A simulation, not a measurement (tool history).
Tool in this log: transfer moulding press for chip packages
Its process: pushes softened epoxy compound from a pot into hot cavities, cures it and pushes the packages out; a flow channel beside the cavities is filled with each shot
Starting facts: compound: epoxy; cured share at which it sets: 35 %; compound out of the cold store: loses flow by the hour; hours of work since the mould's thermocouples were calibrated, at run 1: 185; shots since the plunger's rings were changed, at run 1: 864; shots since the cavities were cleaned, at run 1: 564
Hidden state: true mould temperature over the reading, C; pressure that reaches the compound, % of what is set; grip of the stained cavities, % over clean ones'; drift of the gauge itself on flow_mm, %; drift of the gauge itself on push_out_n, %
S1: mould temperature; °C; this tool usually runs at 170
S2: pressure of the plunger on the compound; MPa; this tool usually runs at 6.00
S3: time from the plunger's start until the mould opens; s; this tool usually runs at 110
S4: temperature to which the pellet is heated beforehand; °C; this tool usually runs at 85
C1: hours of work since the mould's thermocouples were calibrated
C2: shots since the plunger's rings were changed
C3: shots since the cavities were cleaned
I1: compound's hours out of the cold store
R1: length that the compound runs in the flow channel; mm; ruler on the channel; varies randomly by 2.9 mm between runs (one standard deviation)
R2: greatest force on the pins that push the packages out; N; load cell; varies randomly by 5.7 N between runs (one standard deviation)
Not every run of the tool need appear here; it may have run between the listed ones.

run   hour   S1    S2   S3  S4   C1    C2   C3    I1   R1   R2
  1    0.0  170  6.00  110  85  185   864  564  19.9  612  354
       5.4  -- cavities cleaned with cleaning compound and waxed
  2   42.9  170  6.00  110  85  211  1291  387  31.5  590  467
      68.0  -- cavities cleaned with cleaning compound and waxed
  3   91.2  170  5.45  110  85  241  1772  238  34.4  558  279
     101.4  -- cavities cleaned with cleaning compound and waxed, once more
  4  120.1  170  6.00  110  85  258  2055  193  21.1  609  270
  5  158.8  170  6.00  110  91  283  2453  591  12.5  611  361
     164.2  -- cavities cleaned with cleaning compound and waxed
  6  203.1  170  6.00  110  91  310  2893  400  18.9  601  332
     227.0  -- cavities cleaned with cleaning compound and waxed
  7  245.2  170  6.00  110  91  335  3311  187  22.0  598  266
     287.5  -- cavities cleaned with cleaning compound and waxed
  8  293.3  170  6.00  110  91  365  3791   60  25.9  588  220
  9  312.7  170  6.00  110  91  377  3991  260  36.2  575  275
     342.7  -- plunger's sealing rings changed
 10  342.7  175  7.41   90  78  394     0  543  33.5  653  378
     351.4  -- cavities cleaned with cleaning compound and waxed
 11  375.4  175  7.41   90  78  414   320  246  36.1  642  309
 12  402.1  175  6.66   93  78  430   595  521  47.1  596  350
     412.2  -- cavities cleaned with cleaning compound and waxed
 13  428.2  168  6.66  135  84  446   849  165  37.9  625  219
 14  450.8  168  6.66  113  95  460  1081  397  32.2  627  332
     473.1  -- cavities cleaned with cleaning compound and waxed
 15  496.9  168  6.00  147  85  488  1540  245  15.6  620  222
 16  521.6  177  4.84  141  77  504  1794  499  39.4  507  240
     534.0  -- cavities cleaned with cleaning compound and waxed
 17  559.7  177  4.66  141  77  527  2171  264  32.0  504  208
 18  581.6  170  5.00  122  87  541  2397  490  23.5  547  275

Run by run, hidden condition taken away, random variation retained:
run   R1   R2
  1  618  210
  2  597  207
  3  566  204
  4  619  208
  5  623  206
  6  615  214
  7  613  202
  8  605  199
  9  593  196
 10  656  222
 11  646  227
 12  601  212
 13  632  174
 14  635  219
 15  630  164
 16  515  142
 17  513  149
 18  559  170
